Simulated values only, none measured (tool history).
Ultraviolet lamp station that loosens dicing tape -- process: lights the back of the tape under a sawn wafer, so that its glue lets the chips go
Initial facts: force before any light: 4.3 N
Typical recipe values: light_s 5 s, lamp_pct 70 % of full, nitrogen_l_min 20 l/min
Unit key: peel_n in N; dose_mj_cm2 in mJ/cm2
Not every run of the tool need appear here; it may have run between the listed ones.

run	hour	light_s	lamp_pct	nitrogen_l_min	peel_n	dose_mj_cm2
1	0.0	5	70	20	0.819	147
2	57.2	4	70	20	1.165	113
3	112.1	5	90	20	0.572	179
4	181.3	5	90	20	0.566	175
5	248.4	5	70	20	0.910	138
6	320.0	5	71	20	0.914	138
7	390.4	5	71	20	0.917	130
8	440.2	5	70	20	0.952	130
9	515.7	4	70	20	1.333	99
10	559.3	4	70	20	1.297	98
11	618.3	4	61	15	1.722	84
12	704.0	5	70	15	1.252	118
# hour 736.4: window cleaned of glue's vapour
13	761.0	5	70	15	0.929	147
14	840.0	5	70	15	1.001	142
15	895.0	5	80	10	1.052	162

Below, some changes in peel_n between adjacent runs. For each, the amount present without the hidden state too (settings, incoming material, random variation) and the amount remaining for the hidden state with gauge scatter not shared by both compared results:
The hidden state here: lamp's light, % of a new lamp's; light that the window lets through, % of a clean one's; drift of the gauge itself on peel_n, %; drift of the gauge itself on dose_mj_cm2, %.
Run 2 -> 3: light_s 4 -> 5, lamp_pct 70 -> 90. peel_n -0.593 N: hidden state -0.130, all else -0.463.
Run 12 -> 13: window cleaned of glue's vapour. peel_n -0.323 N: hidden state -0.298, all else -0.025.
